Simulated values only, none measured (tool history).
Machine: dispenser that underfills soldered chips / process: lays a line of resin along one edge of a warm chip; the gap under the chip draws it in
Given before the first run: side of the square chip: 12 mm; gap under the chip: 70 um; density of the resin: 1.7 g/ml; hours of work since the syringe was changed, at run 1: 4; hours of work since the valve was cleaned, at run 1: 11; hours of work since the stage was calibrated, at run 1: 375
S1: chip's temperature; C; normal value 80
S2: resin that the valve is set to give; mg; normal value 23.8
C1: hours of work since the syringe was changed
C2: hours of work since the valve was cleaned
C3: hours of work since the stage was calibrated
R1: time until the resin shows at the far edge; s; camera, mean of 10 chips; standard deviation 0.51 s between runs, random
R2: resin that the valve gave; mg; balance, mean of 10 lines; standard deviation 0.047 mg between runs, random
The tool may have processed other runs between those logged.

Run 1, hour 0.0: usual settings; C1 4; C2 11; C3 375. Result: R1 50.1 s, R2 23.61 mg.
At hour 6.4: new syringe of resin.
Run 2, hour 8.0: usual settings but S1 79 C; C1 1; C2 16; C3 381. Result: R1 44.1 s, R2 23.65 mg.
Run 3, hour 17.4: usual settings but S2 28.2 mg; C1 8; C2 22; C3 387. Result: R1 58.5 s, R2 27.91 mg.
At hour 19.0: new syringe of resin.
At hour 31.6: new syringe of resin.
Run 4, hour 31.6: usual settings but S2 28.2 mg; C1 0; C2 32; C3 397. Result: R1 38.5 s, R2 27.90 mg.
At hour 44.3: new syringe of resin.
Run 5, hour 47.2: usual settings but S2 28.2 mg; C1 2; C2 42; C3 407. Result: R1 43.2 s, R2 27.74 mg.
Run 6, hour 54.1: usual settings but S2 28.2 mg; C1 7; C2 47; C3 412. Result: R1 55.9 s, R2 27.66 mg.
At hour 57.4: new syringe of resin.
Run 7, hour 68.8: usual settings but S2 28.2 mg; C1 8; C2 57; C3 422. Result: R1 59.6 s, R2 27.49 mg.
At hour 70.3: new syringe of resin.
Run 8, hour 81.1: usual settings but S2 20.4 mg; C1 7; C2 66; C3 430. Result: R1 63.6 s, R2 19.84 mg.
At hour 83.3: new syringe of resin.
At hour 95.7: new syringe of resin.
Run 9, hour 95.7: usual settings but S2 20.4 mg; C1 0; C2 75; C3 440. Result: R1 41.1 s, R2 19.83 mg.
At hour 108.8: new syringe of resin.
Run 10, hour 112.5: usual settings but S2 20.4 mg; C1 3; C2 87; C3 452. Result: R1 47.8 s, R2 19.71 mg.
At hour 118.5: dispensing valve cleaned and set on the balance.
Run 11, hour 120.7: usual settings but S2 20.4 mg; C1 8; C2 2; C3 457. Result: R1 61.6 s, R2 20.35 mg.
At hour 122.8: new syringe of resin.
Run 12, hour 131.0: usual settings but S2 25.5 mg; C1 6; C2 9; C3 464. Result: R1 53.2 s, R2 25.49 mg.
At hour 136.0: new syringe of resin.
Run 13, hour 147.5: usual settings but S2 21.9 mg; C1 8; C2 20; C3 475. Result: R1 61.3 s, R2 21.81 mg.
At hour 148.8: new syringe of resin.
At hour 161.2: new syringe of resin.
Run 14, hour 161.2: usual settings but S2 21.9 mg; C1 0; C2 29; C3 484. Result: R1 39.6 s, R2 21.74 mg.
Run 15, hour 169.3: usual settings but S2 21.9 mg; C1 6; C2 34; C3 490. Result: R1 55.0 s, R2 21.66 mg.
At hour 174.2: new syringe of resin.
Run 16, hour 180.4: usual settings but S2 21.9 mg; C1 4; C2 42; C3 497. Result: R1 50.1 s, R2 21.62 mg.
At hour 187.4: new syringe of resin.
Run 17, hour 194.5: usual settings but S2 21.9 mg; C1 5; C2 51; C3 507. Result: R1 51.6 s, R2 21.53 mg.
At hour 200.2: new syringe of resin.
Run 18, hour 203.7: usual settings but S2 21.9 mg; C1 2; C2 58; C3 513. Result: R1 45.4 s, R2 21.36 mg.
At hour 213.6: new syringe of resin.
Run 19, hour 215.2: usual settings but S1 93 C, S2 21.3 mg; C1 1; C2 65; C3 520. Result: R1 25.4 s, R2 20.81 mg.
At hour 227.3: new syringe of resin.
Run 20, hour 229.2: usual settings but S1 93 C, S2 21.3 mg; C1 1; C2 75; C3 530. Result: R1 26.2 s, R2 20.76 mg.
At hour 240.6: new syringe of resin.
Run 21, hour 245.2: usual settings but S1 70 C, S2 24.0 mg; C1 3; C2 86; C3 541. Result: R1 69.4 s, R2 23.25 mg.
At hour 253.3: dispensing valve cleaned and set on the balance.
At hour 254.3: stage's temperature calibrated.
At hour 255.4: new syringe of resin.
Run 22, hour 258.9: usual settings but S1 70 C, S2 24.0 mg; C1 2; C2 3; C3 3. Result: R1 70.6 s, R2 23.84 mg.
At hour 268.1: new syringe of resin.
Run 23, hour 269.9: usual settings but S1 70 C, S2 23.9 mg; C1 1; C2 10; C3 10. Result: R1 66.4 s, R2 23.77 mg.
At hour 281.6: new syringe of resin.
Run 24, hour 284.0: usual settings but S1 69 C, S2 21.2 mg; C1 2; C2 20; C3 20. Result: R1 73.0 s, R2 21.02 mg.
At hour 294.8: new syringe of resin.
Run 25, hour 298.2: usual settings but S2 30.7 mg; C1 2; C2 30; C3 30. Result: R1 43.7 s, R2 30.29 mg.
At hour 307.6: new syringe of resin.
Run 26, hour 313.6: usual settings but S2 25.6 mg; C1 4; C2 40; C3 40. Result: R1 52.4 s, R2 25.14 mg.
At hour 320.3: new syringe of resin.
Run 27, hour 327.0: usual settings but S2 25.6 mg; C1 5; C2 49; C3 49. Result: R1 51.7 s, R2 25.19 mg.
At hour 332.8: new syringe of resin.
Run 28, hour 343.8: usual settings but S1 72 C, S2 30.0 mg; C1 8; C2 61; C3 61. Result: R1 85.2 s, R2 29.25 mg.
At hour 345.4: new syringe of resin.
Run 29, hour 357.2: usual settings but S1 71 C, S2 25.3 mg; C1 8; C2 70; C3 70. Result: R1 91.8 s, R2 24.64 mg.
At hour 358.9: new syringe of resin.
Run 30, hour 368.6: usual settings but S1 77 C, S2 27.1 mg; C1 7; C2 77; C3 77. Result: R1 65.9 s, R2 26.27 mg.
At hour 371.9: new syringe of resin.
Run 31, hour 383.0: usual settings but S1 77 C, S2 27.1 mg; C1 8; C2 87; C3 87. Result: R1 68.5 s, R2 26.13 mg.
At hour 384.4: new syringe of resin.
At hour 389.2: dispensing valve cleaned and set on the balance.
Run 32, hour 397.1: usual settings but S1 77 C, S2 27.1 mg; C1 8; C2 5; C3 96. Result: R1 69.8 s, R2 27.02 mg.
At hour 398.5: new syringe of resin.
Run 33, hour 408.4: usual settings but S1 92 C, S2 27.0 mg; C1 7; C2 13; C3 104. Result: R1 35.7 s, R2 26.80 mg.

Here are 4 independent what-if runs from the current tool condition. What would each one return?
At hour 411.7: new syringe of resin.
Run A, hour 416.3: usual settings but S1 70 C, S2 28.4 mg; C1 3; C2 18; C3 109. Result: R1 ?, R2 ?.
At hour 411.7: new syringe of resin.
Run B, hour 416.3: usual settings but S1 76 C, S2 21.8 mg; C1 3; C2 18; C3 109. Result: R1 ?, R2 ?.
At hour 411.7: new syringe of resin.
Run C, hour 416.3: usual settings but S1 92 C, S2 21.8 mg; C1 3; C2 18; C3 109. Result: R1 ?, R2 ?.
At hour 411.7: new syringe of resin.
Run D, hour 416.3: usual settings but S2 26.4 mg; C1 3; C2 18; C3 109. Result: R1 ?, R2 ?.

run    R1     R2
  A  72.1  28.23
  B  58.9  21.72
  C  31.0  21.76
  D  47.8  26.23
Without the tool's hidden state the same runs would have given:
run    R1     R2
  A  61.5  28.44
  B  50.2  21.88
  C  26.3  21.93
  D  40.8  26.42

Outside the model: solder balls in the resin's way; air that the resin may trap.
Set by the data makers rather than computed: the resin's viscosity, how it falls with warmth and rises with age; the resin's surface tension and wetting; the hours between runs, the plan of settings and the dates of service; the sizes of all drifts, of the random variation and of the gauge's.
